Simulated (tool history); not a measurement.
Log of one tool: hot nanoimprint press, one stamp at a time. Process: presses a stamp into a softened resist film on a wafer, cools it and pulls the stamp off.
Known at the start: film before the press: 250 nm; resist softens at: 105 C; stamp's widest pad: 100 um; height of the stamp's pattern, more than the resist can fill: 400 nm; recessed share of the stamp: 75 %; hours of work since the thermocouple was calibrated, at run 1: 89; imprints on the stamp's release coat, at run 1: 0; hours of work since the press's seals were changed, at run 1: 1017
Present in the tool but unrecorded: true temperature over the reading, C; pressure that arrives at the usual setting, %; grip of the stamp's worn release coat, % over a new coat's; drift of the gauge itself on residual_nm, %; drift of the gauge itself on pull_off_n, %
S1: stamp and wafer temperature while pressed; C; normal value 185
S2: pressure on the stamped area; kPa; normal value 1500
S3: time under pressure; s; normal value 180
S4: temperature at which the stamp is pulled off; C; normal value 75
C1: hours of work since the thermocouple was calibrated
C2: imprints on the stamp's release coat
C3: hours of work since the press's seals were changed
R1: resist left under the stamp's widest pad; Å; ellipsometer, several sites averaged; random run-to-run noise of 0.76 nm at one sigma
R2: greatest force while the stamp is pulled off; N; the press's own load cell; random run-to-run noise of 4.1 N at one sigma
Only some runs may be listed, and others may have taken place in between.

run    hour   S1    S2   S3  S4   C1    C2    C3    R1   R2
  1     0.0  185  1500  180  75   89     0  1017  1022  234
  2    56.3  185  1500  180  75  130   170  1058  1018  238
  3   107.5  185  1500  180  75  167   325  1095  1008  244
  4   165.5  185  1500  180  65  209   501  1138  1020  285
  5   212.6  185  1500  180  65  244   643  1172  1013  293
      245.7  -- plate thermocouple calibrated
  6   264.3  185  1500  180  73   14   790  1207  1015  252
      290.9  -- press's hydraulic seals changed and the load cell set to zero
  7   325.8  185  1500  180  63   52   952    25  1006  301
  8   360.6  185  1660  180  75   78  1057    51   946  229
  9   388.2  185  1660  180  73   98  1141    71   954  245
 10   430.8  185  1660  180  73  129  1270   102   953  244
 11   458.8  185  1660  180  73  149  1354   122   961  249
 12   503.5  185  1660  180  73  182  1489   155   942  251
      521.4  -- stamp cleaned and given a new release coat
 13   571.7  185  1660  180  73  227   153   200   946  246
 14   607.1  185  1660   95  73  253   260   226  1183  248
      628.9  -- plate thermocouple calibrated
 15   651.8  185  1500  180  70   17   386   256  1011  272
 16   715.3  178  1040  180  75   63   578   302  1533  239
 17   755.5  195  1590  297  67   92   699   332   549  281
 18   784.8  179  1230  180  60  113   788   353  1368  331
 19   828.9  184  1500   93  69  146   921   385  1303  275
 20   889.8  185  1500  163  67  190  1106   429  1038  294
 21   943.8  185  1500  163  67  229  1269   469  1035  278
 22   977.1  176  1430  163  75  253  1370   493  1482  236
     1000.1  -- plate thermocouple calibrated
 23  1027.3  189  1430  243  75   20  1512   527   811  237
     1042.3  -- stamp cleaned and given a new release coat
 24  1084.1  185  1500  293  81   57   127   564   843  194
 25  1140.0  185  1260  297  75   97   296   605   930  240
 26  1176.7  185  1260  297  75  124   407   632   927  239
 27  1211.1  185  1260  297  75  149   511   657   942  239
 28  1241.4  184  2120  123  67  171   603   679   991  288
 29  1288.6  184  1820  123  72  206   745   713  1081  259

What if the next run were any one of these 3? Each begins from the tool's condition after run 29:
  A  1329.7  184  1870  166  72  235  870  743   ?   ?
  B  1329.7  191  1820  231  70  235  870  743   ?   ?
  C  1329.7  194  1960  180  80  235  870  743   ?   ?

run   R1   R2
  A  943  251
  B  671  273
  C  629  204
Without the tool's unlogged condition, the same runs would have read:
run   R1   R2
  A  941  250
  B  669  272
  C  628  203
